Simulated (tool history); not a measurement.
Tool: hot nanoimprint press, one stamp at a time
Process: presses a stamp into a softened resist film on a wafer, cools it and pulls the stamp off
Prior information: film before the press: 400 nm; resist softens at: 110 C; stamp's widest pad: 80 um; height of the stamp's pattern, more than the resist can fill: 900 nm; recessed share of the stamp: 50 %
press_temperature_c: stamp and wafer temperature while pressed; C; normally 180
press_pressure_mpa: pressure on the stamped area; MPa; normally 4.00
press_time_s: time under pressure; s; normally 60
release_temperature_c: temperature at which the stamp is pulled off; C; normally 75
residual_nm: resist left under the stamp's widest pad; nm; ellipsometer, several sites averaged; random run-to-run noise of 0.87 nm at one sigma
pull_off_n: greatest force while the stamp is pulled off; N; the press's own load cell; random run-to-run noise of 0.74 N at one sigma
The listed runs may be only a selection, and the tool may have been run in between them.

run   hour  press_temperature_c  press_pressure_mpa  press_time_s  release_temperature_c  residual_nm  pull_off_n
  1    0.0                  180                4.00            60                     75        226.4       109.9
  2    7.2                  180                4.00            60                     75        224.5       110.4
  3   13.8                  180                4.00            60                     75        226.8       109.8
  4   18.6                  180                4.00            60                     75        226.3       109.4
  5   25.8                  180                4.00            60                     75        225.8       110.2
  6   34.4                  180                4.00            60                     75        225.1       109.9
  7   44.8                  180                4.00            60                     73        225.8       114.4
  8   55.9                  180                4.00            60                     73        226.0       114.3
  9   61.7                  180                4.00            60                     73        224.6       114.8
 10   71.0                  180                4.00            60                     73        225.8       114.1
 11   79.3                  180                4.00            60                     73        226.6       114.3
 12   85.2                  180                4.00            60                     75        226.0       110.0
 13   93.0                  180                4.00            60                     75        225.7       109.8
 14  103.2                  180                2.89            60                     75        254.0       110.6
 15  109.4                  180                2.89            60                     75        256.9       109.6
     119.7  -- stamp cleaned and given a new release coat
 16  125.1                  180                2.89            54                     74        261.8       111.7
 17  132.6                  178                4.15            39                     62        270.2       140.5
 18  139.8                  172                4.00            60                     79        296.7       100.9
 19  145.4                  180                4.14            60                     80        222.6        98.5
 20  151.9                  183                4.14            52                     80        209.0        99.1
 21  160.5                  183                4.14            52                     80        206.8        98.3
 22  167.8                  179                4.63           104                     80        183.8        97.8
 23  178.3                  174                4.00            74                     75        264.7       110.2
 24  188.5                  174                4.00            74                     75        265.0       109.1
 25  194.2                  174                4.00            74                     75        266.5       109.2
 26  203.0                  186                3.98            32                     75        221.4       109.7
 27  212.6                  180                4.45            59                     75        216.7       110.0
 28  223.1                  168                4.33            78                     71        307.8       119.2
 29  228.1                  168                4.33            78                     71        308.6       118.1
 30  233.0                  180                5.32            60                     75        202.1       109.6

3 ways to go on from here, each from the tool as it stands after run 30. What would each give?
  A  243.1                  187                4.61            60                     64            ?           ?
  B  243.1                  180                4.00            35                     79            ?           ?
  C  243.1                  192                5.32            60                     70            ?           ?

run  residual_nm  pull_off_n
  A        158.4       135.2
  B        264.5       101.0
  C        120.3       121.8
Take away the tool's hidden state, keep each run's random variation, and the runs would have read:
run  residual_nm  pull_off_n
  A        158.3       135.1
  B        264.4       101.0
  C        120.2       121.7
